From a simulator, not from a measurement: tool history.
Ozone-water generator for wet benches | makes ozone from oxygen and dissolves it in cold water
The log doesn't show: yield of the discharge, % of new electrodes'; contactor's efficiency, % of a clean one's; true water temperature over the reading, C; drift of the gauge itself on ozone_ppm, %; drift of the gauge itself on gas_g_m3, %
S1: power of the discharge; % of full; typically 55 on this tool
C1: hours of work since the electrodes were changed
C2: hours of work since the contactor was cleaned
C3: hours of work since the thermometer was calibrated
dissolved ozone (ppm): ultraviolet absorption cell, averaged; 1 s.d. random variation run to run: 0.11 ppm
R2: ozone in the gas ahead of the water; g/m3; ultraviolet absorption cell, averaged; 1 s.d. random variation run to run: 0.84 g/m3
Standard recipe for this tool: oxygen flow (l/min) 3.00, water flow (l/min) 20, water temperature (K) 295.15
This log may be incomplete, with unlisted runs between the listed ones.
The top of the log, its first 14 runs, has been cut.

Run 15, hour 2087.1: usual settings but S1 96 % of full; C1 9218; C2 6035; C3 3175. Result: dissolved ozone (ppm) 13.0, R2 177.5 g/m3.
Run 16, hour 2266.9: usual settings but oxygen flow (l/min) 4.26; C1 9386; C2 6202; C3 3342. Result: dissolved ozone (ppm) 8.7, R2 93.7 g/m3.
Run 17, hour 2481.6: usual settings but S1 82 % of full; C1 9586; C2 6403; C3 3543. Result: dissolved ozone (ppm) 11.5, R2 155.5 g/m3.
Run 18, hour 2601.5: usual settings but oxygen flow (l/min) 2.78, water flow (l/min) 21, water temperature (K) 292.15; C1 9698; C2 6514; C3 3655. Result: dissolved ozone (ppm) 8.4, R2 120.4 g/m3.
Run 19, hour 2729.9: usual settings but oxygen flow (l/min) 3.32, water flow (l/min) 14, water temperature (K) 302.15; C1 9818; C2 6634; C3 3774. Result: dissolved ozone (ppm) 9.8, R2 108.7 g/m3.
Run 20, hour 2925.7: usual settings but S1 49 % of full, water flow (l/min) 16, water temperature (K) 296.15; C1 10000; C2 6817; C3 3957. Result: dissolved ozone (ppm) 8.8, R2 105.6 g/m3.
Run 21, hour 3032.1: usual settings but water flow (l/min) 25, water temperature (K) 289.15; C1 10100; C2 6916; C3 4056. Result: dissolved ozone (ppm) 7.5, R2 112.7 g/m3.
Run 22, hour 3243.1: usual settings but water flow (l/min) 25, water temperature (K) 289.15; C1 10296; C2 7113; C3 4253. Result: dissolved ozone (ppm) 7.3, R2 114.2 g/m3.
Run 23, hour 3428.0: usual settings but water flow (l/min) 25, water temperature (K) 289.15; C1 10469; C2 7285; C3 4426. Result: dissolved ozone (ppm) 7.2, R2 112.6 g/m3.
Run 24, hour 3536.1: usual settings but S1 48 % of full; C1 10570; C2 7386; C3 4526. Result: dissolved ozone (ppm) 7.5, R2 103.0 g/m3.
Run 25, hour 3661.6: usual settings but S1 42 % of full, water temperature (K) 302.15; C1 10687; C2 7503; C3 4644. Result: dissolved ozone (ppm) 6.0, R2 92.0 g/m3.
At hour 3769.5: contactor cleaned.
Run 26, hour 3844.0: usual settings but S1 98 % of full, water temperature (K) 302.15; C1 10853; C2 69; C3 4810. Result: dissolved ozone (ppm) 12.6, R2 170.9 g/m3.
Run 27, hour 3950.9: usual settings but S1 81 % of full, oxygen flow (l/min) 3.53, water flow (l/min) 31, water temperature (K) 301.15; C1 10953; C2 169; C3 4910. Result: dissolved ozone (ppm) 7.6, R2 136.0 g/m3.
Run 28, hour 4088.9: usual settings but S1 81 % of full, oxygen flow (l/min) 3.53, water flow (l/min) 31, water temperature (K) 301.15; C1 11082; C2 298; C3 5038. Result: dissolved ozone (ppm) 7.8, R2 136.1 g/m3.
Run 29, hour 4249.3: usual settings but water temperature (K) 292.15; C1 11231; C2 448; C3 5188. Result: dissolved ozone (ppm) 8.9, R2 112.3 g/m3.
Run 30, hour 4457.6: usual settings but S1 94 % of full, water flow (l/min) 15, water temperature (K) 293.15; C1 11426; C2 642; C3 5382. Result: dissolved ozone (ppm) 16.2, R2 163.5 g/m3.
Run 31, hour 4645.6: usual settings but S1 46 % of full, oxygen flow (l/min) 4.96, water flow (l/min) 14, water temperature (K) 293.15; C1 11601; C2 817; C3 5558. Result: dissolved ozone (ppm) 9.5, R2 71.0 g/m3.
Run 32, hour 4752.2: usual settings but S1 46 % of full, oxygen flow (l/min) 4.96, water flow (l/min) 14, water temperature (K) 293.15; C1 11700; C2 917; C3 5657. Result: dissolved ozone (ppm) 9.6, R2 72.9 g/m3.
Run 33, hour 4894.4: usual settings but S1 46 % of full, oxygen flow (l/min) 2.89, water flow (l/min) 12, water temperature (K) 293.15; C1 11833; C2 1049; C3 5790. Result: dissolved ozone (ppm) 11.0, R2 99.3 g/m3.

Each row is a separate what-if for the run after 33, all from the same tool condition, not one after another. Results?
Run A, hour 5000.1: usual settings but S1 74 % of full, water flow (l/min) 31; C1 11932; C2 1148; C3 5888. Result: dissolved ozone (ppm) ?, R2 ?.
Run B, hour 5000.1: usual settings but S1 61 % of full, oxygen flow (l/min) 2.89, water flow (l/min) 12, water temperature (K) 289.15; C1 11932; C2 1148; C3 5888. Result: dissolved ozone (ppm) ?, R2 ?.
Run C, hour 5000.1: usual settings but S1 46 % of full, oxygen flow (l/min) 2.23, water flow (l/min) 15, water temperature (K) 293.15; C1 11932; C2 1148; C3 5888. Result: dissolved ozone (ppm) ?, R2 ?.

run  dissolved ozone (ppm)     R2
  A                    7.3  137.7
  B                   14.4  122.8
  C                    9.3  117.8
With the hidden condition removed and each run's random variation left untouched, the same runs would have given:
run  dissolved ozone (ppm)     R2
  A                    9.8  180.8
  B                   18.4  154.7
  C                   11.2  139.6
